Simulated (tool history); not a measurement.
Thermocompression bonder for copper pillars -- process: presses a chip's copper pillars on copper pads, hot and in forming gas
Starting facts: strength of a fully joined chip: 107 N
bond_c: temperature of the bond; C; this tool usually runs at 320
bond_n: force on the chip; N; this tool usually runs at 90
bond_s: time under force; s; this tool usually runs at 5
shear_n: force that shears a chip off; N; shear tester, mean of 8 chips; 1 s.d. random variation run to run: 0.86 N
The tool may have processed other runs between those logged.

{"run": 1, "hour": 0.0, "bond_c": 320, "bond_n": 90, "bond_s": 5, "shear_n": 65.5}
{"hour": 20.1, "done": "forming gas filter changed"}
{"run": 2, "hour": 20.1, "bond_c": 320, "bond_n": 90, "bond_s": 5, "shear_n": 74.2}
{"run": 3, "hour": 46.4, "bond_c": 320, "bond_n": 90, "bond_s": 5, "shear_n": 74.7}
{"run": 4, "hour": 64.6, "bond_c": 320, "bond_n": 90, "bond_s": 5, "shear_n": 73.8}
{"run": 5, "hour": 87.9, "bond_c": 320, "bond_n": 98, "bond_s": 5, "shear_n": 75.1}
{"run": 6, "hour": 114.8, "bond_c": 320, "bond_n": 98, "bond_s": 5, "shear_n": 73.1}
{"run": 7, "hour": 135.8, "bond_c": 320, "bond_n": 98, "bond_s": 5, "shear_n": 71.9}
{"run": 8, "hour": 152.7, "bond_c": 320, "bond_n": 98, "bond_s": 5, "shear_n": 71.4}
{"run": 9, "hour": 166.9, "bond_c": 320, "bond_n": 83, "bond_s": 5, "shear_n": 66.3}
{"run": 10, "hour": 191.9, "bond_c": 320, "bond_n": 90, "bond_s": 5, "shear_n": 70.4}
{"run": 11, "hour": 203.7, "bond_c": 320, "bond_n": 90, "bond_s": 5, "shear_n": 68.0}
{"run": 12, "hour": 223.0, "bond_c": 320, "bond_n": 90, "bond_s": 5, "shear_n": 67.0}
{"hour": 227.3, "done": "heater calibrated with a thermocouple chip"}
{"run": 13, "hour": 236.7, "bond_c": 320, "bond_n": 90, "bond_s": 5, "shear_n": 66.8}
{"run": 14, "hour": 260.4, "bond_c": 320, "bond_n": 80, "bond_s": 5, "shear_n": 62.6}
{"run": 15, "hour": 285.9, "bond_c": 320, "bond_n": 80, "bond_s": 5, "shear_n": 61.3}
{"hour": 297.8, "done": "forming gas filter changed"}
{"run": 16, "hour": 312.9, "bond_c": 320, "bond_n": 80, "bond_s": 5, "shear_n": 67.4}
{"run": 17, "hour": 334.2, "bond_c": 320, "bond_n": 75, "bond_s": 11, "shear_n": 80.6}
{"run": 18, "hour": 345.7, "bond_c": 330, "bond_n": 76, "bond_s": 5, "shear_n": 72.9}
{"run": 19, "hour": 366.7, "bond_c": 330, "bond_n": 76, "bond_s": 5, "shear_n": 70.8}
{"run": 20, "hour": 381.4, "bond_c": 330, "bond_n": 76, "bond_s": 5, "shear_n": 70.3}
{"hour": 387.4, "done": "heater calibrated with a thermocouple chip, once more"}
{"run": 21, "hour": 401.0, "bond_c": 338, "bond_n": 66, "bond_s": 4, "shear_n": 69.3}
{"run": 22, "hour": 423.8, "bond_c": 338, "bond_n": 66, "bond_s": 4, "shear_n": 66.4}
{"run": 23, "hour": 435.3, "bond_c": 338, "bond_n": 66, "bond_s": 4, "shear_n": 69.2}
{"run": 24, "hour": 448.2, "bond_c": 341, "bond_n": 83, "bond_s": 7, "shear_n": 85.6}
{"run": 25, "hour": 462.3, "bond_c": 341, "bond_n": 83, "bond_s": 7, "shear_n": 82.4}
{"run": 26, "hour": 486.7, "bond_c": 335, "bond_n": 89, "bond_s": 5, "shear_n": 76.3}

Hidden state or all else? Some run-to-run changes of shear_n, split into what the settings, what came in and random variation would give without the hidden state, and what is left for the hidden state (with any gauge scatter that isn't in both results):
The tool's hidden condition here consists of: true temperature of the bond over the reading, C; force that reaches the chip, % of what is set; oxide that the forming gas leaves, % of the face; drift of the gauge itself on shear_n, %.
Run 1 -> 2: forming gas filter changed. shear_n +8.7 N: hidden state +7.2, all else +1.5.
Run 15 -> 16: forming gas filter changed. shear_n +6.1 N: hidden state +6.8, all else -0.7.
Run 16 -> 17: bond_n 80 -> 75, bond_s 5 -> 11. shear_n +13.2 N: hidden state -0.5, all else +13.7.
Run 23 -> 24: bond_c 338 -> 341, bond_n 66 -> 83, bond_s 4 -> 7. shear_n +16.4 N: hidden state -1.3, all else +17.7.
